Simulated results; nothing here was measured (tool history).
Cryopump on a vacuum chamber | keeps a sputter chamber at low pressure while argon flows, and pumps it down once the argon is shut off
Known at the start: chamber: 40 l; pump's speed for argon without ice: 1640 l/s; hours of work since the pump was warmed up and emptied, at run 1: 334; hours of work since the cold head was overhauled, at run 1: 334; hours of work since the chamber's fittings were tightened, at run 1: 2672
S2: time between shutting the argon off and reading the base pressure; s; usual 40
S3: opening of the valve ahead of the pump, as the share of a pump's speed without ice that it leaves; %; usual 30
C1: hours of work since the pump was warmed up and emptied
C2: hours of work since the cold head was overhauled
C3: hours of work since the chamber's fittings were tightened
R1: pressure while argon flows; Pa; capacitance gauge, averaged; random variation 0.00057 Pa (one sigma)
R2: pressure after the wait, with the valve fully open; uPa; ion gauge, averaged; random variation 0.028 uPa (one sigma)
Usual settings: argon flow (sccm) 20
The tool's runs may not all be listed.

{"run": 1, "hour": 0.0, "argon flow (sccm)": 20, "S2": 40, "S3": 30, "C1": 334, "C2": 334, "C3": 2672, "R1": 0.0728, "R2": 2.02}
{"run": 2, "hour": 16.3, "argon flow (sccm)": 20, "S2": 40, "S3": 30, "C1": 341, "C2": 341, "C3": 2679, "R1": 0.0727, "R2": 2.03}
{"run": 3, "hour": 31.2, "argon flow (sccm)": 34, "S2": 40, "S3": 30, "C1": 347, "C2": 347, "C3": 2686, "R1": 0.1252, "R2": 2.03}
{"run": 4, "hour": 46.0, "argon flow (sccm)": 20, "S2": 40, "S3": 29, "C1": 353, "C2": 353, "C3": 2692, "R1": 0.0767, "R2": 2.01}
{"run": 5, "hour": 60.3, "argon flow (sccm)": 20, "S2": 45, "S3": 30, "C1": 360, "C2": 360, "C3": 2698, "R1": 0.0729, "R2": 1.91}
{"run": 6, "hour": 77.2, "argon flow (sccm)": 20, "S2": 40, "S3": 30, "C1": 367, "C2": 367, "C3": 2705, "R1": 0.0739, "R2": 2.06}
{"run": 7, "hour": 89.6, "argon flow (sccm)": 20, "S2": 40, "S3": 30, "C1": 372, "C2": 372, "C3": 2711, "R1": 0.0741, "R2": 2.07}
{"run": 8, "hour": 111.4, "argon flow (sccm)": 20, "S2": 40, "S3": 30, "C1": 381, "C2": 381, "C3": 2720, "R1": 0.0744, "R2": 2.16}
{"run": 9, "hour": 133.0, "argon flow (sccm)": 20, "S2": 40, "S3": 30, "C1": 390, "C2": 390, "C3": 2729, "R1": 0.0746, "R2": 2.09}
{"run": 10, "hour": 145.3, "argon flow (sccm)": 20, "S2": 211, "S3": 30, "C1": 396, "C2": 396, "C3": 2734, "R1": 0.0734, "R2": 1.17}
{"run": 11, "hour": 160.7, "argon flow (sccm)": 20, "S2": 211, "S3": 30, "C1": 402, "C2": 402, "C3": 2741, "R1": 0.0737, "R2": 1.15}
{"run": 12, "hour": 170.5, "argon flow (sccm)": 20, "S2": 211, "S3": 30, "C1": 406, "C2": 406, "C3": 2745, "R1": 0.0735, "R2": 1.14}
{"run": 13, "hour": 180.3, "argon flow (sccm)": 20, "S2": 211, "S3": 30, "C1": 411, "C2": 411, "C3": 2749, "R1": 0.074, "R2": 1.2}
{"run": 14, "hour": 196.7, "argon flow (sccm)": 20, "S2": 211, "S3": 30, "C1": 418, "C2": 418, "C3": 2756, "R1": 0.0748, "R2": 1.2}
{"run": 15, "hour": 216.5, "argon flow (sccm)": 20, "S2": 36, "S3": 33, "C1": 426, "C2": 426, "C3": 2765, "R1": 0.0681, "R2": 2.3}
{"run": 16, "hour": 238.9, "argon flow (sccm)": 23, "S2": 36, "S3": 33, "C1": 436, "C2": 436, "C3": 2774, "R1": 0.0784, "R2": 2.29}
{"run": 17, "hour": 254.0, "argon flow (sccm)": 23, "S2": 36, "S3": 33, "C1": 442, "C2": 442, "C3": 2781, "R1": 0.0775, "R2": 2.27}
{"run": 18, "hour": 270.4, "argon flow (sccm)": 23, "S2": 36, "S3": 33, "C1": 449, "C2": 449, "C3": 2788, "R1": 0.0798, "R2": 2.32}
{"run": 19, "hour": 283.8, "argon flow (sccm)": 19, "S2": 62, "S3": 29, "C1": 455, "C2": 455, "C3": 2793, "R1": 0.0738, "R2": 1.73}
{"run": 20, "hour": 300.6, "argon flow (sccm)": 12, "S2": 272, "S3": 45, "C1": 462, "C2": 462, "C3": 2801, "R1": 0.0312, "R2": 1.15}
{"run": 21, "hour": 316.4, "argon flow (sccm)": 26, "S2": 40, "S3": 30, "C1": 469, "C2": 469, "C3": 2807, "R1": 0.0972, "R2": 2.18}
{"run": 22, "hour": 330.7, "argon flow (sccm)": 20, "S2": 45, "S3": 18, "C1": 475, "C2": 475, "C3": 2813, "R1": 0.1221, "R2": 2.09}
{"run": 23, "hour": 351.3, "argon flow (sccm)": 21, "S2": 118, "S3": 30, "C1": 483, "C2": 483, "C3": 2822, "R1": 0.0785, "R2": 1.36}
{"run": 24, "hour": 373.2, "argon flow (sccm)": 20, "S2": 40, "S3": 49, "C1": 493, "C2": 493, "C3": 2831, "R1": 0.0482, "R2": 2.19}

5 ways to go on from here, each from the tool as it stands after run 24. What would each give?
{"run": "A", "hour": 395.3, "argon flow (sccm)": 20, "S2": 108, "S3": 30, "C1": 502, "C2": 502, "C3": 2841, "R1": "?", "R2": "?"}
{"run": "B", "hour": 395.3, "argon flow (sccm)": 27, "S2": 174, "S3": 30, "C1": 502, "C2": 502, "C3": 2841, "R1": "?", "R2": "?"}
{"run": "C", "hour": 395.3, "argon flow (sccm)": 31, "S2": 222, "S3": 15, "C1": 502, "C2": 502, "C3": 2841, "R1": "?", "R2": "?"}
{"run": "D", "hour": 395.3, "argon flow (sccm)": 20, "S2": 40, "S3": 25, "C1": 502, "C2": 502, "C3": 2841, "R1": "?", "R2": "?"}
{"run": "E", "hour": 395.3, "argon flow (sccm)": 11, "S2": 61, "S3": 53, "C1": 502, "C2": 502, "C3": 2841, "R1": "?", "R2": "?"}

run=A R1=0.0752 R2=1.48
run=B R1=0.1017 R2=1.33
run=C R1=0.2233 R2=1.28
run=D R1=0.0895 R2=2.18
run=E R1=0.0246 R2=1.84
Without the tool's hidden state the same runs would have given:
run=A R1=0.0683 R2=0.62
run=B R1=0.0923 R2=0.46
run=C R1=0.2126 R2=0.41
run=D R1=0.0826 R2=1.31
run=E R1=0.0208 R2=0.97
